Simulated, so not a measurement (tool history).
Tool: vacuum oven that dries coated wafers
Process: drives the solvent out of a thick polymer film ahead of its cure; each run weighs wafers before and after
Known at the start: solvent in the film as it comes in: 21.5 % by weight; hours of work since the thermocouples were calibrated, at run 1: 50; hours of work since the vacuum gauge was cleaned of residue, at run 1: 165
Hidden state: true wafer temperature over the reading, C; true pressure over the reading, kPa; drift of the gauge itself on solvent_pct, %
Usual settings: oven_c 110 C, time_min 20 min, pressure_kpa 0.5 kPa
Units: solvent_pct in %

run,hour,oven_c,time_min,pressure_kpa,hours of work since the thermocouples were calibrated,hours of work since the vacuum gauge was cleaned of residue,solvent_pct
1,0,110,20,0.5,50,165,0.8
2,25,110,20,0.5,61,176,0.83
3,36.8,110,20,0.5,67,181,0.86
4,48.8,110,20,0.5,72,187,0.91
5,61.5,110,20,0.356,78,193,0.79
6,74.2,110,20,0.356,84,198,0.78
7,92.2,110,20,0.356,92,207,0.83
8,107.3,110,20,0.356,99,213,0.82
9,131,110,20,0.356,110,224,0.77
10,153.3,110,20,0.356,120,234,0.79
11,174.9,110,20,0.356,130,244,0.83
12,198.9,101,20,0.5,140,255,2.55
13,217.3,112,20,0.5,149,263,0.69
14,239.2,112,34,0.548,159,273,0.34

Run 15 comes next. What will it give?
15,254.6,117,16,0.717,166,280,?

solvent_pct: 0.65 %
Without the tool's hidden state the same run would have given solvent_pct 0.65 %.
